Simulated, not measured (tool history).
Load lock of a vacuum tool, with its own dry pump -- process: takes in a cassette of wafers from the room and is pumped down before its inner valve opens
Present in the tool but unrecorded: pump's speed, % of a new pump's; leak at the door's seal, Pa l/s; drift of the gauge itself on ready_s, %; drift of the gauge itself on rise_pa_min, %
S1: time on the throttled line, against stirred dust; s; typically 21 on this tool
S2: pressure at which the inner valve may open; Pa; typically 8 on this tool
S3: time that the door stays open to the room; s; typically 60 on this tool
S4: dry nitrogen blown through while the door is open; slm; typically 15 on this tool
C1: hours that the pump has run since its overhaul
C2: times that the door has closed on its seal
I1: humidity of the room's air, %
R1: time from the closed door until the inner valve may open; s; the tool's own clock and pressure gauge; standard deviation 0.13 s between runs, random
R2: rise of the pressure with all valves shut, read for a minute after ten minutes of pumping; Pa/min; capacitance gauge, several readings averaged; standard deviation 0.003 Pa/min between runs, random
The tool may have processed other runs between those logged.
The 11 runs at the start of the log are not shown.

run    hour  S1  S2   S3  S4    C1    C2    I1    R1     R2
 12  1192.8  21   8   60  26  6180   451  44.4  29.8  0.028
 13  1282.1  21   8   60  26  6270   712  45.6  29.7  0.039
 14  1375.1  21   8   60  26  6363   985  47.3  29.6  0.039
 15  1439.9  21   8   60  26  6427  1175  46.6  29.8   0.04
 16  1562.7  21   8   60  15  6550  1535  46.9  29.9  0.045
 17  1632.8  21   8   60  15  6620  1741  45.6    30  0.055
 18  1709.5  21   8   60  15  6697  1966  46.8  30.1  0.054
 19    1795  24   8   60   4  6783  2216  45.4  32.5   0.09
 20  1908.7  24   8   60   4  6896  2550  47.4  32.5  0.095
 21  1999.9  18   7   99  29  6987  2817    45  27.6  0.058
 22  2091.1  33   8  224   5  7079  3085  45.5  40.1  0.143
 23  2191.5  33   8  224   5  7179  3379  43.3  40.2  0.139
 24  2254.9  33   8  224   5  7242  3565  46.7  40.2   0.15
 25  2385.6  38  16   60  44  7373  3949    42  43.5  0.057
 26  2527.1  38  14   60   9  7515  4363  45.6  43.8  0.088
 27  2666.7  38  14   60   9  7654  4773  46.9  43.8  0.096
 28  2771.4  21   8  236  40  7759  5080  42.2  30.1  0.084
 29  2910.5  21   8   83  15  7898  5488    45    30  0.099
 30  3049.3  21   8   83  15  8037  5895  47.5  30.2  0.106
 31  3166.6  21   9   28  15  8154  6239  45.7  29.8  0.089

For run 32, what comes out?
 32  3230.7  17   8  36  36  8218  6427  43.1   ?   ?

R1: 26.8 s
R2: 0.079 Pa/min
Had the tool carried no hidden state, the very same run would have given R1 25.6 s, R2 0.015 Pa/min.

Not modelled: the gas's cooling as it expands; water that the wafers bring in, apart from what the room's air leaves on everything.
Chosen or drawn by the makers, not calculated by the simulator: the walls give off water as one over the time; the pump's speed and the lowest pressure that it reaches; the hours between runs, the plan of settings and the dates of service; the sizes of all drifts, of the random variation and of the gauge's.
